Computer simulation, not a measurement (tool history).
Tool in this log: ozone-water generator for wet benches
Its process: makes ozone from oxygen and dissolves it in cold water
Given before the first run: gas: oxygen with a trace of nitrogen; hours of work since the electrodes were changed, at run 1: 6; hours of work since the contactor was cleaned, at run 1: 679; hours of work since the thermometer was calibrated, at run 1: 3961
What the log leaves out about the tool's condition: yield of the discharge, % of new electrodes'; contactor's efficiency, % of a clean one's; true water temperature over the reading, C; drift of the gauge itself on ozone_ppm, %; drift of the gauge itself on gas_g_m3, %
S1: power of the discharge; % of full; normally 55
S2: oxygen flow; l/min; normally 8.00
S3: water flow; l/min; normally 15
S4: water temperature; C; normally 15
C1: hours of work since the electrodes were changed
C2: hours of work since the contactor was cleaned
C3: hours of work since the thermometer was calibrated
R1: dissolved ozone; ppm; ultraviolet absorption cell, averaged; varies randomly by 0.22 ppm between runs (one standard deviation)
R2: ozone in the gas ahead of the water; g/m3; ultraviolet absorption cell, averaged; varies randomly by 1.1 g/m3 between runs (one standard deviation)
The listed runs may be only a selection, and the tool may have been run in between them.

run,hour,S1,S2,S3,S4,C1,C2,C3,R1,R2
1,0.0,55,8.00,15,15,6,679,3961,31.5,206.2
2,24.7,55,8.00,15,15,22,695,3977,31.3,207.1
3,43.2,55,8.00,15,15,34,707,3989,31.7,206.9
4,63.7,55,8.00,15,15,48,721,4002,31.4,207.3
5,91.9,55,8.00,15,15,66,739,4021,31.4,205.4
6,111.1,55,8.00,15,15,79,752,4033,31.1,204.8
7,131.1,55,8.00,21,15,92,765,4046,23.5,204.7
8,148.2,89,7.00,16,7,103,776,4057,48.2,305.3
9,166.2,89,7.00,13,7,114,788,4069,58.2,303.8
10,182.3,89,7.00,15,8,125,798,4080,50.0,306.2
11,196.1,55,8.00,20,23,134,807,4089,21.7,206.1
12,220.7,47,8.00,15,15,150,823,4105,28.1,186.8

Here are 4 independent what-if runs from the current tool condition. What would each one return?
A,243.4,47,8.00,15,8,165,838,4120,?,?
B,243.4,47,7.58,15,15,165,838,4120,?,?
C,243.4,47,8.00,15,16,165,838,4120,?,?
D,243.4,55,8.00,13,15,165,838,4120,?,?

run,R1,R2
A,31.9,185.9
B,28.4,191.0
C,27.4,184.1
D,34.6,205.5
With the hidden condition removed and each run's random variation left untouched, the same runs would have given:
run,R1,R2
A,32.5,185.6
B,29.0,190.7
C,28.0,183.8
D,35.3,205.3
